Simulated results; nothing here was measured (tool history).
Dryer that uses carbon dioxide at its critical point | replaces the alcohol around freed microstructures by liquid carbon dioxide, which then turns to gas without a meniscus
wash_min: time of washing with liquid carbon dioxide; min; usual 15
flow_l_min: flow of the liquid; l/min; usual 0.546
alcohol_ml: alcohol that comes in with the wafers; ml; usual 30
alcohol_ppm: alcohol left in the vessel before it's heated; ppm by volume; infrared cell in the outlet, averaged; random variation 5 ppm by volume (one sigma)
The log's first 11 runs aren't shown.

run	day	wash_min	flow_l_min	alcohol_ml	hours of work since the filter was changed	hours of work since the purifier's bed was changed	alcohol_ppm
# day 21.425: purifier's bed changed
12	21.771	15	0.433	61	330	5	514
13	22.938	15	0.433	61	345	20	548
14	24.104	15	0.433	61	361	35	548
# day 24.883: inlet filter changed
15	26.471	15	0.49	30	21	66	88
16	27.617	15	0.49	30	36	81	91
17	29.275	15	0.546	30	58	103	62
18	31.3	21	0.546	23	85	130	12
19	33.496	21	0.546	23	114	159	24
20	35.342	21	0.546	23	138	183	18
21	36.838	21	0.546	23	158	203	24
22	38.738	10	0.543	25	183	228	417
23	41.071	15	0.666	22	214	259	38
24	43.425	15	0.691	51	245	290	56
25	45.079	15	0.74	31	267	312	44
26	47.392	15	0.337	30	297	342	743
27	48.658	13	0.633	50	314	359	161
28	50.433	15	0.546	93	337	382	277
29	52.375	15	0.546	93	363	408	300
# day 52.996: inlet filter changed
30	53.821	15	0.546	93	11	427	162
31	55.708	15	0.546	93	36	452	174
32	58.158	20	0.368	77	68	484	246
33	60.212	15	0.556	21	95	511	60
34	62.388	17	0.579	30	124	540	51

4 ways to go on from here, each from the tool as it stands after run 34. What would each give?
A	64.058	19	0.579	30	146	562	?
B	64.058	17	0.378	30	146	562	?
C	64.058	10	0.921	91	146	562	?
D	64.058	9	0.791	99	146	562	?

run	alcohol_ppm
A	55
B	237
C	135
D	485
Without the tool's hidden state the same runs would have given:
run	alcohol_ppm
A	12
B	150
C	69
D	338
